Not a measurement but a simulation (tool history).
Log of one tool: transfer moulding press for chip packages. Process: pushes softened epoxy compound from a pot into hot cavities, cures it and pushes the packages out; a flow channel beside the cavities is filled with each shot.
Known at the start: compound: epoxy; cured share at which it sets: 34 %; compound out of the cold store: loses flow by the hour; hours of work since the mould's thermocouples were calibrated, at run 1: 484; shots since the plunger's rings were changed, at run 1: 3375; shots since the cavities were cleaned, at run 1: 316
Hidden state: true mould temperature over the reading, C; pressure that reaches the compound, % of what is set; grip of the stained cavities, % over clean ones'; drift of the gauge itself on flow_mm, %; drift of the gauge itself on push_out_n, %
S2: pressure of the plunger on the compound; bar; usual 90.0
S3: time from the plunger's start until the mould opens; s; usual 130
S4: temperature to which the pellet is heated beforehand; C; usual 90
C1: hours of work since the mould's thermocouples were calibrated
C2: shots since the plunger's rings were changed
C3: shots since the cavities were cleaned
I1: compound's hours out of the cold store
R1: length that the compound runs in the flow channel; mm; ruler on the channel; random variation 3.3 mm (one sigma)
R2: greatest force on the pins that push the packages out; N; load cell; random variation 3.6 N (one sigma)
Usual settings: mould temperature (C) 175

{"run": 1, "hour": 0.0, "mould temperature (C)": 175, "S2": 90.0, "S3": 130, "S4": 90, "C1": 484, "C2": 3375, "C3": 316, "I1": 40.3, "R1": 894, "R2": 241}
{"hour": 37.6, "done": "cavities cleaned with cleaning compound and waxed"}
{"run": 2, "hour": 46.5, "mould temperature (C)": 175, "S2": 90.0, "S3": 130, "S4": 94, "C1": 505, "C2": 3690, "C3": 62, "I1": 36.4, "R1": 900, "R2": 214}
{"hour": 98.9, "done": "mould's thermocouples calibrated"}
{"run": 3, "hour": 104.6, "mould temperature (C)": 182, "S2": 90.0, "S3": 130, "S4": 94, "C1": 3, "C2": 4083, "C3": 455, "I1": 10.2, "R1": 924, "R2": 202}
{"hour": 123.4, "done": "cavities cleaned with cleaning compound and waxed"}
{"run": 4, "hour": 140.6, "mould temperature (C)": 175, "S2": 90.0, "S3": 130, "S4": 90, "C1": 19, "C2": 4325, "C3": 121, "I1": 24.1, "R1": 919, "R2": 194}
{"run": 5, "hour": 178.2, "mould temperature (C)": 175, "S2": 90.0, "S3": 130, "S4": 90, "C1": 36, "C2": 4589, "C3": 385, "I1": 27.8, "R1": 900, "R2": 240}
{"hour": 204.4, "done": "cavities cleaned with cleaning compound and waxed"}
{"run": 6, "hour": 207.6, "mould temperature (C)": 175, "S2": 90.0, "S3": 130, "S4": 90, "C1": 49, "C2": 4784, "C3": 23, "I1": 36.9, "R1": 876, "R2": 197}
{"hour": 226.6, "done": "plunger's sealing rings changed"}
{"run": 7, "hour": 258.8, "mould temperature (C)": 175, "S2": 90.0, "S3": 130, "S4": 90, "C1": 72, "C2": 225, "C3": 364, "I1": 28.7, "R1": 978, "R2": 235}
{"hour": 290.3, "done": "cavities cleaned with cleaning compound and waxed"}
{"run": 8, "hour": 307.0, "mould temperature (C)": 175, "S2": 90.0, "S3": 130, "S4": 90, "C1": 94, "C2": 553, "C3": 117, "I1": 46.1, "R1": 922, "R2": 211}
{"run": 9, "hour": 355.0, "mould temperature (C)": 175, "S2": 90.0, "S3": 130, "S4": 90, "C1": 116, "C2": 889, "C3": 453, "I1": 40.5, "R1": 934, "R2": 238}
{"hour": 375.6, "done": "cavities cleaned with cleaning compound and waxed"}
{"run": 10, "hour": 406.8, "mould temperature (C)": 175, "S2": 90.0, "S3": 130, "S4": 90, "C1": 140, "C2": 1241, "C3": 218, "I1": 47.7, "R1": 908, "R2": 209}
{"run": 11, "hour": 437.2, "mould temperature (C)": 175, "S2": 90.0, "S3": 130, "S4": 90, "C1": 154, "C2": 1455, "C3": 432, "I1": 29.0, "R1": 953, "R2": 244}
{"hour": 457.0, "done": "cavities cleaned with cleaning compound and waxed"}
{"run": 12, "hour": 474.8, "mould temperature (C)": 175, "S2": 90.0, "S3": 146, "S4": 90, "C1": 171, "C2": 1708, "C3": 125, "I1": 8.5, "R1": 1012, "R2": 177}
{"run": 13, "hour": 517.5, "mould temperature (C)": 175, "S2": 90.0, "S3": 146, "S4": 90, "C1": 191, "C2": 2006, "C3": 423, "I1": 31.7, "R1": 941, "R2": 211}
{"hour": 540.7, "done": "cavities cleaned with cleaning compound and waxed"}
{"run": 14, "hour": 551.7, "mould temperature (C)": 175, "S2": 90.0, "S3": 130, "S4": 90, "C1": 206, "C2": 2236, "C3": 77, "I1": 8.6, "R1": 1000, "R2": 206}
{"run": 15, "hour": 583.1, "mould temperature (C)": 175, "S2": 83.1, "S3": 130, "S4": 90, "C1": 221, "C2": 2456, "C3": 297, "I1": 23.7, "R1": 920, "R2": 230}
{"run": 16, "hour": 611.0, "mould temperature (C)": 175, "S2": 83.1, "S3": 130, "S4": 90, "C1": 234, "C2": 2652, "C3": 493, "I1": 24.8, "R1": 915, "R2": 252}
{"hour": 622.7, "done": "cavities cleaned with cleaning compound and waxed"}
{"run": 17, "hour": 666.6, "mould temperature (C)": 177, "S2": 91.2, "S3": 130, "S4": 89, "C1": 259, "C2": 3030, "C3": 307, "I1": 16.0, "R1": 962, "R2": 209}
{"hour": 707.3, "done": "cavities cleaned with cleaning compound and waxed"}
{"run": 18, "hour": 719.6, "mould temperature (C)": 175, "S2": 76.5, "S3": 130, "S4": 90, "C1": 283, "C2": 3392, "C3": 87, "I1": 39.4, "R1": 825, "R2": 206}
{"run": 19, "hour": 758.1, "mould temperature (C)": 175, "S2": 92.1, "S3": 130, "S4": 100, "C1": 301, "C2": 3661, "C3": 356, "I1": 31.3, "R1": 927, "R2": 239}
{"hour": 788.5, "done": "cavities cleaned with cleaning compound and waxed"}
{"run": 20, "hour": 818.7, "mould temperature (C)": 175, "S2": 92.1, "S3": 130, "S4": 100, "C1": 328, "C2": 4075, "C3": 211, "I1": 41.5, "R1": 894, "R2": 213}
{"hour": 871.2, "done": "cavities cleaned with cleaning compound and waxed"}
{"run": 21, "hour": 872.7, "mould temperature (C)": 175, "S2": 76.9, "S3": 130, "S4": 96, "C1": 353, "C2": 4443, "C3": 10, "I1": 26.4, "R1": 841, "R2": 199}
{"run": 22, "hour": 916.6, "mould temperature (C)": 170, "S2": 70.1, "S3": 131, "S4": 96, "C1": 373, "C2": 4751, "C3": 318, "I1": 19.8, "R1": 839, "R2": 324}
{"hour": 940.4, "done": "plunger's sealing rings changed"}
{"hour": 954.7, "done": "cavities cleaned with cleaning compound and waxed"}
{"run": 23, "hour": 975.6, "mould temperature (C)": 170, "S2": 70.1, "S3": 132, "S4": 96, "C1": 399, "C2": 236, "C3": 146, "I1": 45.2, "R1": 842, "R2": 276}
{"run": 24, "hour": 1000.6, "mould temperature (C)": 173, "S2": 99.5, "S3": 133, "S4": 96, "C1": 411, "C2": 412, "C3": 322, "I1": 45.6, "R1": 989, "R2": 245}
{"run": 25, "hour": 1030.4, "mould temperature (C)": 176, "S2": 90.0, "S3": 130, "S4": 94, "C1": 425, "C2": 620, "C3": 530, "I1": 31.4, "R1": 958, "R2": 238}
{"hour": 1036.1, "done": "cavities cleaned with cleaning compound and waxed"}
{"run": 26, "hour": 1061.6, "mould temperature (C)": 176, "S2": 90.0, "S3": 130, "S4": 94, "C1": 438, "C2": 829, "C3": 179, "I1": 16.9, "R1": 997, "R2": 212}
{"run": 27, "hour": 1095.3, "mould temperature (C)": 176, "S2": 90.0, "S3": 130, "S4": 94, "C1": 454, "C2": 1065, "C3": 415, "I1": 14.3, "R1": 1002, "R2": 239}
{"hour": 1119.1, "done": "cavities cleaned with cleaning compound and waxed"}
{"run": 28, "hour": 1145.3, "mould temperature (C)": 172, "S2": 103.2, "S3": 130, "S4": 90, "C1": 477, "C2": 1405, "C3": 184, "I1": 24.5, "R1": 1060, "R2": 272}

Measured less the same run without the tool's hidden state. The same run-to-run variation is in both; the gauge's scatter may not be:
run=1 R1=-51 R2=+54
run=2 R1=-57 R2=+24
run=3 R1=-72 R2=+47
run=4 R1=-76 R2=+21
run=5 R1=-80 R2=+53
run=6 R1=-81 R2=+13
run=7 R1=-2 R2=+54
run=8 R1=-7 R2=+26
run=9 R1=-12 R2=+60
run=10 R1=-17 R2=+34
run=11 R1=-20 R2=+60
run=12 R1=-26 R2=+20
run=13 R1=-28 R2=+50
run=14 R1=-35 R2=+22
run=15 R1=-35 R2=+47
run=16 R1=-38 R2=+67
run=17 R1=-48 R2=+42
run=18 R1=-47 R2=+21
run=19 R1=-57 R2=+55
run=20 R1=-61 R2=+38
run=21 R1=-64 R2=+13
run=22 R1=-69 R2=+78
run=23 R1=+0 R2=+46
run=24 R1=-3 R2=+55
run=25 R1=-6 R2=+67
run=26 R1=-10 R2=+34
run=27 R1=-13 R2=+59
run=28 R1=-20 R2=+56

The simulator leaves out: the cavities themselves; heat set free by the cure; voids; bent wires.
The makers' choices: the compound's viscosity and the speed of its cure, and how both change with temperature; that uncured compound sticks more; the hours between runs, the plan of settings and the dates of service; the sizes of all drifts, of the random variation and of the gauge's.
